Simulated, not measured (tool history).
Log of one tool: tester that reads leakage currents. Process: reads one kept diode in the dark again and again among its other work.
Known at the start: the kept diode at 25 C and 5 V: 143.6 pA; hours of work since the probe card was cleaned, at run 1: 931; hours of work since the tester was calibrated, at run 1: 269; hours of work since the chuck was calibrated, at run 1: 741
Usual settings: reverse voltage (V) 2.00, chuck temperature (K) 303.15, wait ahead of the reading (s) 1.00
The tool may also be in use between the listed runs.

run	hour	reverse voltage (V)	chuck temperature (K)	wait ahead of the reading (s)	hours of work since the probe card was cleaned	hours of work since the tester was calibrated	hours of work since the chuck was calibrated	current that the tester gives (pA)
1	0.0	2.00	303.15	1.00	931	269	741	160.41
2	78.1	2.00	303.15	1.00	974	312	784	160.91
3	166.5	2.00	323.15	1.00	1023	361	833	831.43
4	253.1	2.00	323.15	1.00	1071	409	881	829.74
5	371.6	2.00	323.15	1.00	1136	475	947	842.13
6	477.5	2.00	328.15	1.00	1195	533	1005	1227.79
7	561.8	2.00	303.15	1.00	1242	580	1052	166.26
8	629.4	2.00	303.15	1.00	1279	617	1089	165.94
9	741.1	2.00	303.15	1.00	1341	679	1151	167.88
10	812.2	2.00	303.15	1.00	1380	718	1190	168.01
# hour 830.9: chuck's temperature calibrated
11	915.2	2.00	303.15	1.00	1436	774	47	153.20
12	994.1	9.48	303.15	1.00	1480	818	90	317.87
13	1101.2	9.48	303.15	1.00	1539	877	150	316.76
14	1165.4	8.50	303.15	1.00	1575	913	185	304.44
15	1226.8	8.50	303.15	1.00	1609	947	219	305.12
16	1327.2	8.50	303.15	1.00	1664	1002	275	306.31
# hour 1334.6: tester calibrated
17	1398.4	8.50	303.15	1.00	1703	35	313	306.60
18	1487.2	2.00	303.15	7.78	1752	84	362	157.46
# hour 1554.4: tester calibrated, once more
19	1594.0	2.00	303.15	7.78	1810	22	420	159.10
20	1686.1	2.00	303.15	7.78	1861	73	471	158.93
21	1764.9	2.00	303.15	7.78	1904	116	515	159.33
22	1886.7	14.05	298.15	1.49	1972	184	582	264.28
23	1949.1	2.00	327.15	1.00	2006	218	617	1112.88
24	2021.5	1.52	308.15	1.45	2046	259	657	219.68
25	2107.7	1.52	308.15	1.45	2094	306	704	219.99
26	2197.3	3.34	303.15	1.89	2144	356	754	207.58
27	2264.2	2.00	311.15	1.75	2181	393	791	322.94
28	2339.5	1.87	303.15	1.00	2222	435	833	160.55
29	2442.4	2.95	297.15	1.00	2279	492	890	119.20
30	2531.4	2.00	301.15	2.87	2329	541	939	140.21
31	2652.7	5.76	303.15	4.70	2396	608	1006	274.84
32	2740.7	1.01	316.15	4.70	2444	657	1055	361.06
33	2802.7	2.13	294.15	0.38	2479	691	1089	81.01
34	2929.4	2.13	294.15	0.38	2549	761	1159	81.10
# hour 3011.0: chuck's temperature calibrated
35	3031.7	10.10	311.15	1.00	2604	817	11	626.94
36	3125.5	10.95	303.15	1.00	2656	869	63	341.04
37	3196.2	5.27	305.15	1.62	2695	908	103	284.39
38	3286.8	5.82	303.15	1.00	2746	958	153	254.95
39	3394.5	9.58	313.15	6.06	2805	1017	212	732.31
40	3515.4	9.58	313.15	3.84	2872	1084	279	738.04

3 ways to go on from here, each from the tool as it stands after run 40. What would each give?
A	3600.6	9.58	313.15	0.86	2919	1131	326	?
B	3600.6	9.58	327.15	1.17	2919	1131	326	?
C	3600.6	3.23	303.15	1.65	2919	1131	326	?

run	current that the tester gives (pA)
A	746.56
B	2193.01
C	196.45
Without the tool's hidden state the same runs would have given:
run	current that the tester gives (pA)
A	710.64
B	2126.86
C	185.35
